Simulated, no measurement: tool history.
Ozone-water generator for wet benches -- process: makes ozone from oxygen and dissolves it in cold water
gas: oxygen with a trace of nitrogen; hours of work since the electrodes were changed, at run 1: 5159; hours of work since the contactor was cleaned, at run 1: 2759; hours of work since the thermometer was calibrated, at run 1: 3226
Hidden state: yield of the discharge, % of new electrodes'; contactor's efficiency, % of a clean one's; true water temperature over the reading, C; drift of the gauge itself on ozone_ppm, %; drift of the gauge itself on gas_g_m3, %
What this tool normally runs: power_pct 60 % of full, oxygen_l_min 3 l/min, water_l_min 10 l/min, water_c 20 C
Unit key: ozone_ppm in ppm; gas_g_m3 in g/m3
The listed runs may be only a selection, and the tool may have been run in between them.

| run | hour | power_pct | oxygen_l_min | water_l_min | water_c | hours of work since the electrodes were changed | hours of work since the contactor was cleaned | hours of work since the thermometer was calibrated | ozone_ppm | gas_g_m3 |
|---|---|---|---|---|---|---|---|---|---|---|
| 1 | 0 | 60 | 3 | 10 | 20 | 5159 | 2759 | 3226 | 12.9 | 130.3 |
| 2 | 102.7 | 60 | 3 | 10 | 20 | 5245 | 2845 | 3312 | 12.9 | 130.6 |
| 3 | 240 | 60 | 3 | 10 | 20 | 5360 | 2959 | 3427 | 12.6 | 129.6 |
| 4 | 363.5 | 60 | 3 | 10 | 20 | 5463 | 3063 | 3530 | 12.9 | 131.1 |
| 5 | 461.7 | 60 | 3 | 10 | 20 | 5545 | 3145 | 3612 | 12.7 | 130.9 |
| 6 | 557.7 | 60 | 3 | 10 | 20 | 5626 | 3225 | 3693 | 12.8 | 130.9 |
| 7 | 688.2 | 60 | 3 | 10 | 20 | 5735 | 3335 | 3802 | 12.9 | 132 |
| 8 | 820.9 | 60 | 3 | 10 | 20 | 5846 | 3446 | 3913 | 12.8 | 132 |
| 9 | 916.4 | 92 | 3 | 10 | 20 | 5926 | 3526 | 3993 | 18.6 | 190.2 |
| 10 | 1020.5 | 60 | 3 | 10 | 20 | 6013 | 3613 | 4080 | 12.6 | 131.7 |
| 11 | 1135.6 | 60 | 3 | 10 | 20 | 6110 | 3709 | 4176 | 12.8 | 130.5 |
| 12 | 1236.1 | 52 | 3 | 10 | 20 | 6194 | 3793 | 4260 | 11.2 | 117.4 |
| 13 | 1391.4 | 52 | 3 | 10 | 20 | 6324 | 3923 | 4390 | 11.4 | 115.9 |
| 14 | 1560.8 | 52 | 3 | 10 | 20 | 6465 | 4065 | 4532 | 11.3 | 115.3 |
| 15 | 1702 | 52 | 3 | 10 | 20 | 6584 | 4183 | 4650 | 11.4 | 115.9 |
| 16 | 1812.3 | 52 | 3 | 10 | 20 | 6676 | 4276 | 4743 | 11.1 | 116.9 |
| 17 | 1976.2 | 60 | 3 | 10 | 20 | 6813 | 4413 | 4880 | 12.8 | 131.5 |
| 18 | 2091.5 | 99 | 3.07 | 7 | 15 | 6910 | 4509 | 4976 | 27.4 | 199.2 |
| 19 | 2223 | 60 | 3 | 15 | 18 | 7020 | 4619 | 5087 | 9.4 | 130.1 |
| 20 | 2385.3 | 60 | 3 | 9 | 18 | 7156 | 4755 | 5222 | 14.3 | 132.9 |
| 21 | 2520.8 | 60 | 3 | 9 | 18 | 7269 | 4869 | 5336 | 14.4 | 131.8 |
| 22 | 2658 | 82 | 1.68 | 9 | 27 | 7384 | 4983 | 5451 | 17.2 | 243.8 |
| 23 | 2830.4 | 60 | 4.8 | 10 | 20 | 7528 | 5128 | 5595 | 11.9 | 97.5 |
| 24 | 2904.1 | 60 | 1.94 | 7 | 24 | 7590 | 5189 | 5657 | 16.8 | 171.9 |
|  | 3018 | water thermometer calibrated |
| 25 | 3076.7 | 76 | 3 | 10 | 22 | 7734 | 5333 | 49 | 15 | 160 |
| 26 | 3160.4 | 76 | 3 | 10 | 22 | 7804 | 5404 | 119 | 15 | 159 |
| 27 | 3252.5 | 76 | 4.05 | 10 | 16 | 7881 | 5481 | 196 | 16.2 | 133.3 |
| 28 | 3425 | 91 | 4.05 | 10 | 16 | 8025 | 5625 | 341 | 18.7 | 154 |
| 29 | 3517.4 | 91 | 4.05 | 10 | 16 | 8103 | 5702 | 418 | 18.8 | 155.5 |
| 30 | 3631.7 | 45 | 2.66 | 7 | 24 | 8198 | 5798 | 514 | 12.4 | 110.2 |
| 31 | 3724.2 | 91 | 1.91 | 10 | 17 | 8276 | 5875 | 591 | 19.7 | 247 |
| 32 | 3863.5 | 91 | 1.91 | 10 | 17 | 8392 | 5992 | 708 | 19.3 | 246.9 |
| 33 | 4035.5 | 91 | 1.91 | 10 | 17 | 8536 | 6136 | 852 | 19.4 | 247.4 |
| 34 | 4211.7 | 63 | 1.79 | 15 | 20 | 8684 | 6283 | 999 | 9.1 | 190.1 |

Across each entry between runs, compare the hidden state at the last listed run before it with the hidden state at the first listed run after it:
In the gap between runs 24 and 25: water thermometer calibrated (hour 3018)
  the hidden state is the same at both runs

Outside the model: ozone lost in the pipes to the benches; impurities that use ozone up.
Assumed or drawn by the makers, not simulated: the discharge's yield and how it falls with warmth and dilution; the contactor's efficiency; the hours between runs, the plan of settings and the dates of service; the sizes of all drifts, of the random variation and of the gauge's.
